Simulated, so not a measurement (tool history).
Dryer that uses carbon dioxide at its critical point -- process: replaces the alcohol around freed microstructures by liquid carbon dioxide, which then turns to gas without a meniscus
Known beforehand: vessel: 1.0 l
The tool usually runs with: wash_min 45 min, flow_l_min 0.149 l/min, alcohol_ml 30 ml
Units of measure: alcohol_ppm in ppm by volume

run,hour,wash_min,flow_l_min,alcohol_ml,alcohol_ppm
1,0.0,45,0.149,30,245
2,25.0,45,0.149,30,243
3,84.8,45,0.149,30,259
4,112.3,45,0.201,30,143
5,160.8,45,0.149,30,273
6,202.1,45,0.149,30,274
7,243.5,45,0.116,30,627
# hour 266.8: inlet filter changed
8,275.6,45,0.116,30,431
9,313.7,45,0.174,30,166
10,338.6,45,0.149,30,235
11,374.8,65,0.104,57,289
12,418.7,35,0.231,91,256
13,455.5,29,0.231,69,412
14,494.4,30,0.097,28,2453
15,544.5,30,0.097,28,2477
16,577.6,56,0.247,50,145
17,623.5,56,0.204,71,154
18,658.4,56,0.204,71,149
19,707.5,45,0.156,67,375

Branching from run 19: 3 alternative next runs. What would each branch give?
A,762.8,41,0.149,30,?
B,762.8,52,0.238,67,?
C,762.8,38,0.096,38,?

run,alcohol_ppm
A,378
B,157
C,2036
The same runs, with their run-to-run variation unchanged, on a tool lacking any hidden condition would have given:
run,alcohol_ppm
A,160
B,4
C,1501
